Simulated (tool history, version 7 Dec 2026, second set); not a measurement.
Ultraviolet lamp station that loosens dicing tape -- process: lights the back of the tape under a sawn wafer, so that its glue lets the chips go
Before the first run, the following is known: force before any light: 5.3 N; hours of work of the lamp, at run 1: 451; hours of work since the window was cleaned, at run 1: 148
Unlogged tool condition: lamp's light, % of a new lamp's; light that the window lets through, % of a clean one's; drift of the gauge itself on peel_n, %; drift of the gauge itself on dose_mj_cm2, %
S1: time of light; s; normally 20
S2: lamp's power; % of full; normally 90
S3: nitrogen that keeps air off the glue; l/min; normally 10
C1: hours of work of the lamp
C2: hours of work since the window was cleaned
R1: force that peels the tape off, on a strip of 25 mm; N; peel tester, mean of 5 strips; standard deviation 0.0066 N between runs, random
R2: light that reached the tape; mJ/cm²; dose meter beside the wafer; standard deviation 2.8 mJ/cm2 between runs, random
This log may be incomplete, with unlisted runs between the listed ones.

run   hour  S1  S2  S3   C1   C2     R1   R2
  1      0  20  90  10  451  148   0.22  379
  2     36  20  90  10  478  175   0.21  386
  3   71.8  20  90   4  505  202  0.359  379
  4   91.4  20  90   4  519  217  0.339  380
  5  124.8  20  90   4  544  241  0.352  383
  6    156  20  90   4  567  265  0.338  381
  7  176.6  32  92   6  583  280  0.193  625
  8  211.6  32  92   6  609  306  0.186  625
  9  231.5  23  65  10  624  321  0.258  316

Estimate the outcome of run 10 from the log above:
 10   260  21  99   5  645  342   ?   ?

R1: 0.257 N
R2: 437 mJ/cm²
Had the tool carried no hidden state, the very same run would have given R1 0.257 N, R2 438 mJ/cm².

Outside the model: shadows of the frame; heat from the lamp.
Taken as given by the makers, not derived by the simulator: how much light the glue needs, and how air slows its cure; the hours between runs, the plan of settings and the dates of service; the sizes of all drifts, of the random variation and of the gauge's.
